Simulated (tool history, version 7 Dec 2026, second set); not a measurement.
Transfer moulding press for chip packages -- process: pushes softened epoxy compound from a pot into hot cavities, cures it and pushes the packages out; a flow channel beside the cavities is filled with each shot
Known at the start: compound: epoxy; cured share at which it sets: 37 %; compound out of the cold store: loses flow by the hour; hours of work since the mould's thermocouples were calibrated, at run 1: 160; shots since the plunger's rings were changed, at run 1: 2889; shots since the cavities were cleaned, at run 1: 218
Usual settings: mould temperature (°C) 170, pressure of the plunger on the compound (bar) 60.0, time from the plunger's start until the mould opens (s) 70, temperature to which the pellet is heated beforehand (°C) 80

run,day,mould temperature (°C),pressure of the plunger on the compound (bar),time from the plunger's start until the mould opens (s),temperature to which the pellet is heated beforehand (°C),hours of work since the mould's thermocouples were calibrated,shots since the plunger's rings were changed,shots since the cavities were cleaned,incoming compound's hours out of the cold store,length that the compound runs in the flow channel (mm),greatest force on the pins that push the packages out (N)
1,0.000,170,60.0,70,80,160,2889,218,20.8,562,348
2,0.879,170,60.0,70,80,174,3185,514,40.9,513,316
3,1.579,170,60.0,70,80,185,3421,750,36.6,515,309
# day 1.725: cavities cleaned with cleaning compound and waxed
4,2.292,170,60.0,70,80,195,3640,191,30.9,526,335
5,3.233,170,60.0,70,80,209,3957,508,15.5,570,362
# day 4.117: cavities cleaned with cleaning compound and waxed
6,4.525,170,60.0,70,80,229,4372,138,9.0,597,370
7,5.117,170,60.0,70,80,238,4571,337,25.4,551,338
8,6.229,170,60.0,70,73,255,4945,711,44.0,490,326
# day 6.454: cavities cleaned with cleaning compound and waxed
9,6.850,170,60.0,70,73,264,5135,135,25.4,545,350
10,8.083,170,70.4,70,80,283,5550,550,35.8,559,320
# day 8.829: cavities cleaned with cleaning compound and waxed
11,9.092,170,70.4,70,80,298,5868,89,30.2,577,324
12,9.750,170,60.0,70,80,308,6091,312,43.4,498,316
13,10.392,170,60.0,70,88,318,6306,527,12.4,582,334
14,11.046,170,60.0,70,85,329,6527,748,27.9,529,313
# day 11.183: cavities cleaned with cleaning compound and waxed
# day 11.358: plunger's sealing rings changed
15,12.350,162,60.0,70,79,346,334,358,14.5,595,648
16,13.446,175,60.0,50,79,364,703,727,35.5,515,567
# day 13.667: cavities cleaned with cleaning compound and waxed
17,14.079,175,60.0,104,87,372,895,139,32.2,521,183
18,15.008,176,74.1,66,87,387,1208,452,43.5,543,231
# day 16.000: cavities cleaned with cleaning compound and waxed
19,16.179,175,66.6,70,80,404,1582,60,27.2,562,241
20,17.375,175,66.6,70,80,423,1986,464,14.3,603,237
21,18.117,175,66.6,70,80,435,2236,714,26.0,566,229
# day 18.375: cavities cleaned with cleaning compound and waxed
22,18.738,175,66.6,70,80,443,2424,122,12.8,610,253
23,19.483,175,66.6,70,80,455,2674,372,10.7,613,258
24,20.479,170,67.0,71,80,471,3010,708,37.2,541,331
# day 20.750: cavities cleaned with cleaning compound and waxed
25,21.679,177,67.0,80,80,488,3394,313,18.7,587,192
26,22.533,177,67.0,80,80,502,3681,600,42.6,522,200
# day 23.121: cavities cleaned with cleaning compound and waxed
27,23.404,177,46.2,80,70,514,3954,96,19.8,483,200
28,24.350,171,71.4,51,79,529,4273,415,20.1,612,729

Branching from run 28: 4 alternative next runs. What would each branch give?
A,24.917,170,60.0,70,75,538,4463,605,8.3,?,?
B,24.917,166,61.1,51,86,538,4463,605,38.4,?,?
C,24.917,170,45.6,75,80,538,4463,605,18.3,?,?
D,24.917,169,71.4,80,84,538,4463,605,21.0,?,?

run,length that the compound runs in the flow channel (mm),greatest force on the pins that push the packages out (N)
A,604,366
B,527,807
C,493,304
D,609,280
Had the tool no hidden state, the same runs would have come out as:
run,length that the compound runs in the flow channel (mm),greatest force on the pins that push the packages out (N)
A,605,361
B,528,795
C,494,300
D,611,276
